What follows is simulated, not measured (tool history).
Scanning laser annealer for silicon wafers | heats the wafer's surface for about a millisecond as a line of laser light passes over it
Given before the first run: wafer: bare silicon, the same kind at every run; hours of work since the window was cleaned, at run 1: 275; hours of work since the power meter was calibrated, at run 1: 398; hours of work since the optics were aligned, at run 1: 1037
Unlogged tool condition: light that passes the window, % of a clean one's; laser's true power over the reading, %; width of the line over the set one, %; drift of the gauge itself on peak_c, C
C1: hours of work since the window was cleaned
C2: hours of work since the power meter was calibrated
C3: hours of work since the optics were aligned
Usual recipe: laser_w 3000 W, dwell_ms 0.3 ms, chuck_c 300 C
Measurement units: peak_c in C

{"run": 1, "hour": 0.0, "laser_w": 3000, "dwell_ms": 0.3, "chuck_c": 300, "C1": 275, "C2": 398, "C3": 1037, "peak_c": 1036}
{"run": 2, "hour": 31.6, "laser_w": 3000, "dwell_ms": 0.3, "chuck_c": 300, "C1": 296, "C2": 420, "C3": 1059, "peak_c": 1036}
{"run": 3, "hour": 50.7, "laser_w": 3000, "dwell_ms": 0.3, "chuck_c": 300, "C1": 310, "C2": 433, "C3": 1072, "peak_c": 1032}
{"run": 4, "hour": 86.0, "laser_w": 3000, "dwell_ms": 0.3, "chuck_c": 300, "C1": 334, "C2": 457, "C3": 1097, "peak_c": 1033}
{"run": 5, "hour": 129.7, "laser_w": 3000, "dwell_ms": 0.292, "chuck_c": 300, "C1": 364, "C2": 487, "C3": 1127, "peak_c": 1024}
{"hour": 138.9, "done": "optics aligned, line set to its width"}
{"run": 6, "hour": 165.8, "laser_w": 3000, "dwell_ms": 0.292, "chuck_c": 300, "C1": 386, "C2": 509, "C3": 19, "peak_c": 1029}
{"run": 7, "hour": 204.3, "laser_w": 3000, "dwell_ms": 0.24, "chuck_c": 300, "C1": 412, "C2": 535, "C3": 45, "peak_c": 958}
{"run": 8, "hour": 225.3, "laser_w": 3000, "dwell_ms": 0.24, "chuck_c": 300, "C1": 427, "C2": 550, "C3": 60, "peak_c": 963}
{"run": 9, "hour": 247.7, "laser_w": 3000, "dwell_ms": 0.249, "chuck_c": 300, "C1": 442, "C2": 565, "C3": 75, "peak_c": 971}
{"run": 10, "hour": 288.3, "laser_w": 3000, "dwell_ms": 0.3, "chuck_c": 283, "C1": 470, "C2": 594, "C3": 103, "peak_c": 1022}
{"run": 11, "hour": 314.8, "laser_w": 3000, "dwell_ms": 0.3, "chuck_c": 292, "C1": 489, "C2": 612, "C3": 121, "peak_c": 1029}
{"run": 12, "hour": 350.3, "laser_w": 3000, "dwell_ms": 0.3, "chuck_c": 292, "C1": 513, "C2": 636, "C3": 146, "peak_c": 1029}
{"run": 13, "hour": 382.1, "laser_w": 2903, "dwell_ms": 0.3, "chuck_c": 300, "C1": 535, "C2": 658, "C3": 168, "peak_c": 1014}
{"run": 14, "hour": 419.8, "laser_w": 2903, "dwell_ms": 0.3, "chuck_c": 261, "C1": 561, "C2": 684, "C3": 194, "peak_c": 971}
{"run": 15, "hour": 440.4, "laser_w": 2903, "dwell_ms": 0.3, "chuck_c": 261, "C1": 575, "C2": 699, "C3": 208, "peak_c": 973}
{"run": 16, "hour": 462.1, "laser_w": 3000, "dwell_ms": 0.232, "chuck_c": 322, "C1": 590, "C2": 714, "C3": 223, "peak_c": 965}
{"run": 17, "hour": 500.2, "laser_w": 3000, "dwell_ms": 0.232, "chuck_c": 322, "C1": 617, "C2": 740, "C3": 250, "peak_c": 967}

Run 18 is up next; what results do you expect?
{"run": 18, "hour": 521.9, "laser_w": 3000, "dwell_ms": 0.334, "chuck_c": 322, "C1": 632, "C2": 755, "C3": 265, "peak_c": "?"}

peak_c: 1093 C
If the tool had no hidden condition, the same run with the same run-to-run variation would have returned peak_c 1114 C.
